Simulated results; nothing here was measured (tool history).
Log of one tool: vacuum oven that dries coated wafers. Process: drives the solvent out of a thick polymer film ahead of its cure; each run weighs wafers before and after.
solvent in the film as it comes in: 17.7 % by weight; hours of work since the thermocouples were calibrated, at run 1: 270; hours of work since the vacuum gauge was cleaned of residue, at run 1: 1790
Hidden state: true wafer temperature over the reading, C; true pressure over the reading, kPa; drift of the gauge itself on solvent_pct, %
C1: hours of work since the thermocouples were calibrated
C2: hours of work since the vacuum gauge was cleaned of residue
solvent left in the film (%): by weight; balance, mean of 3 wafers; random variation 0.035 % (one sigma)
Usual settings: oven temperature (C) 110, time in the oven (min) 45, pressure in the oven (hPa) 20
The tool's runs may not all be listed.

run 1 hour=0 | oven_temperature_(C)=110 time_in_the_oven_(min)=45 pressure_in_the_oven_(hPa)=20 | C1=270 C2=1790 | solvent_left_in_the_film_(%)=2.32
run 2 hour=44.7 | oven_temperature_(C)=110 time_in_the_oven_(min)=51 pressure_in_the_oven_(hPa)=20 | C1=294 C2=1814 | solvent_left_in_the_film_(%)=2.12
run 3 hour=138.5 | oven_temperature_(C)=110 time_in_the_oven_(min)=51 pressure_in_the_oven_(hPa)=20 | C1=343 C2=1863 | solvent_left_in_the_film_(%)=2.14
run 4 hour=233.2 | oven_temperature_(C)=110 time_in_the_oven_(min)=51 pressure_in_the_oven_(hPa)=20 | C1=393 C2=1913 | solvent_left_in_the_film_(%)=2.25
run 5 hour=279.1 | oven_temperature_(C)=110 time_in_the_oven_(min)=45 pressure_in_the_oven_(hPa)=34.1 | C1=417 C2=1937 | solvent_left_in_the_film_(%)=3.24
run 6 hour=361.4 | oven_temperature_(C)=110 time_in_the_oven_(min)=45 pressure_in_the_oven_(hPa)=41.4 | C1=460 C2=1981 | solvent_left_in_the_film_(%)=3.73
run 7 hour=451.4 | oven_temperature_(C)=110 time_in_the_oven_(min)=45 pressure_in_the_oven_(hPa)=41.4 | C1=508 C2=2028 | solvent_left_in_the_film_(%)=3.7
run 8 hour=522 | oven_temperature_(C)=110 time_in_the_oven_(min)=45 pressure_in_the_oven_(hPa)=12.2 | C1=545 C2=2065 | solvent_left_in_the_film_(%)=1.86
-- hour=527.9 vacuum gauge cleaned of residue and calibrated
run 9 hour=613.5 | oven_temperature_(C)=122 time_in_the_oven_(min)=45 pressure_in_the_oven_(hPa)=12.2 | C1=592 C2=45 | solvent_left_in_the_film_(%)=0.93
run 10 hour=700.9 | oven_temperature_(C)=122 time_in_the_oven_(min)=52 pressure_in_the_oven_(hPa)=21.1 | C1=638 C2=91 | solvent_left_in_the_film_(%)=1.37
-- hour=778.5 vacuum gauge cleaned of residue and calibrated, once more
run 11 hour=779.6 | oven_temperature_(C)=122 time_in_the_oven_(min)=52 pressure_in_the_oven_(hPa)=21.1 | C1=679 C2=1 | solvent_left_in_the_film_(%)=0.93
run 12 hour=847 | oven_temperature_(C)=110 time_in_the_oven_(min)=57 pressure_in_the_oven_(hPa)=20 | C1=714 C2=36 | solvent_left_in_the_film_(%)=1.55
run 13 hour=934.2 | oven_temperature_(C)=110 time_in_the_oven_(min)=64 pressure_in_the_oven_(hPa)=24.3 | C1=760 C2=82 | solvent_left_in_the_film_(%)=1.77
run 14 hour=997 | oven_temperature_(C)=102 time_in_the_oven_(min)=64 pressure_in_the_oven_(hPa)=28.2 | C1=793 C2=115 | solvent_left_in_the_film_(%)=3.14
run 15 hour=1047.3 | oven_temperature_(C)=111 time_in_the_oven_(min)=40 pressure_in_the_oven_(hPa)=63.3 | C1=820 C2=141 | solvent_left_in_the_film_(%)=4.53
run 16 hour=1099.1 | oven_temperature_(C)=111 time_in_the_oven_(min)=40 pressure_in_the_oven_(hPa)=63.3 | C1=847 C2=169 | solvent_left_in_the_film_(%)=4.48
run 17 hour=1148.2 | oven_temperature_(C)=106 time_in_the_oven_(min)=49 pressure_in_the_oven_(hPa)=22.6 | C1=873 C2=195 | solvent_left_in_the_film_(%)=2.39
run 18 hour=1223.5 | oven_temperature_(C)=103 time_in_the_oven_(min)=45 pressure_in_the_oven_(hPa)=15.1 | C1=912 C2=234 | solvent_left_in_the_film_(%)=2.8

Forecast each of these 5 alternatives for the next run:
run A hour=1272.7 | oven_temperature_(C)=121 time_in_the_oven_(min)=35 pressure_in_the_oven_(hPa)=20 | C1=938 C2=260 | solvent_left_in_the_film_(%)=?
run B hour=1272.7 | oven_temperature_(C)=97 time_in_the_oven_(min)=41 pressure_in_the_oven_(hPa)=15.1 | C1=938 C2=260 | solvent_left_in_the_film_(%)=?
run C hour=1272.7 | oven_temperature_(C)=104 time_in_the_oven_(min)=63 pressure_in_the_oven_(hPa)=15.1 | C1=938 C2=260 | solvent_left_in_the_film_(%)=?
run D hour=1272.7 | oven_temperature_(C)=115 time_in_the_oven_(min)=29 pressure_in_the_oven_(hPa)=14.4 | C1=938 C2=260 | solvent_left_in_the_film_(%)=?
run E hour=1272.7 | oven_temperature_(C)=115 time_in_the_oven_(min)=45 pressure_in_the_oven_(hPa)=13 | C1=938 C2=260 | solvent_left_in_the_film_(%)=?

run=A solvent_left_in_the_film_(%)=1.03
run=B solvent_left_in_the_film_(%)=4.85
run=C solvent_left_in_the_film_(%)=1.73
run=D solvent_left_in_the_film_(%)=1.5
run=E solvent_left_in_the_film_(%)=1
Without the tool's hidden state the same runs would have given:
run=A solvent_left_in_the_film_(%)=1.04
run=B solvent_left_in_the_film_(%)=5.13
run=C solvent_left_in_the_film_(%)=1.8
run=D solvent_left_in_the_film_(%)=1.6
run=E solvent_left_in_the_film_(%)=1.01
